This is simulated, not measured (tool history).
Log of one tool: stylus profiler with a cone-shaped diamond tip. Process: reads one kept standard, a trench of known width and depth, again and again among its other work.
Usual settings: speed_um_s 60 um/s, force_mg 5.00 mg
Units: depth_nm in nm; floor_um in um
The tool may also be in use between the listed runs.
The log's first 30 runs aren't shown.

{"run": 31, "hour": 516.0, "speed_um_s": 134, "force_mg": 2.9, "depth_nm": 1017.99, "floor_um": 24.96}
{"run": 32, "hour": 538.4, "speed_um_s": 122, "force_mg": 7.18, "depth_nm": 1031.79, "floor_um": 25.25}
{"run": 33, "hour": 555.1, "speed_um_s": 39, "force_mg": 6.86, "depth_nm": 1030.82, "floor_um": 25.48}
{"run": 34, "hour": 575.4, "speed_um_s": 64, "force_mg": 7.59, "depth_nm": 1033.06, "floor_um": 25.39}
{"run": 35, "hour": 585.6, "speed_um_s": 64, "force_mg": 7.59, "depth_nm": 1033.16, "floor_um": 25.4}
{"run": 36, "hour": 608.1, "speed_um_s": 64, "force_mg": 7.59, "depth_nm": 1033.09, "floor_um": 25.34}
{"run": 37, "hour": 625.5, "speed_um_s": 204, "force_mg": 4.99, "depth_nm": 1025.52, "floor_um": 24.78}
{"run": 38, "hour": 645.9, "speed_um_s": 31, "force_mg": 7.0, "depth_nm": 1031.25, "floor_um": 25.43}
{"run": 39, "hour": 660.5, "speed_um_s": 31, "force_mg": 7.0, "depth_nm": 1031.66, "floor_um": 25.43}
{"run": 40, "hour": 671.6, "speed_um_s": 55, "force_mg": 8.59, "depth_nm": 1035.85, "floor_um": 25.4}
{"run": 41, "hour": 682.4, "speed_um_s": 55, "force_mg": 8.59, "depth_nm": 1035.84, "floor_um": 25.37}
{"run": 42, "hour": 701.7, "speed_um_s": 114, "force_mg": 4.64, "depth_nm": 1024.01, "floor_um": 25.09}
{"run": 43, "hour": 714.2, "speed_um_s": 162, "force_mg": 12.32, "depth_nm": 1045.4, "floor_um": 25.14}
{"run": 44, "hour": 724.3, "speed_um_s": 192, "force_mg": 3.17, "depth_nm": 1019.13, "floor_um": 24.64}
{"run": 45, "hour": 746.5, "speed_um_s": 192, "force_mg": 3.17, "depth_nm": 1018.99, "floor_um": 24.6}
{"run": 46, "hour": 770.0, "speed_um_s": 152, "force_mg": 5.19, "depth_nm": 1026.16, "floor_um": 24.99}
{"run": 47, "hour": 789.9, "speed_um_s": 52, "force_mg": 2.02, "depth_nm": 1014.57, "floor_um": 25.19}

4 ways to go on from here, each from the tool as it stands after run 47. What would each give?
{"run": "A", "hour": 808.6, "speed_um_s": 120, "force_mg": 9.27, "depth_nm": "?", "floor_um": "?"}
{"run": "B", "hour": 808.6, "speed_um_s": 26, "force_mg": 4.16, "depth_nm": "?", "floor_um": "?"}
{"run": "C", "hour": 808.6, "speed_um_s": 49, "force_mg": 11.83, "depth_nm": "?", "floor_um": "?"}
{"run": "D", "hour": 808.6, "speed_um_s": 52, "force_mg": 1.76, "depth_nm": "?", "floor_um": "?"}

run=A depth_nm=1037.85 floor_um=25.08
run=B depth_nm=1022.79 floor_um=25.42
run=C depth_nm=1044.25 floor_um=25.38
run=D depth_nm=1013.40 floor_um=25.16
Without the tool's hidden state the same runs would have given:
run=A depth_nm=1036.29 floor_um=25.60
run=B depth_nm=1021.25 floor_um=25.94
run=C depth_nm=1042.68 floor_um=25.90
run=D depth_nm=1011.88 floor_um=25.68
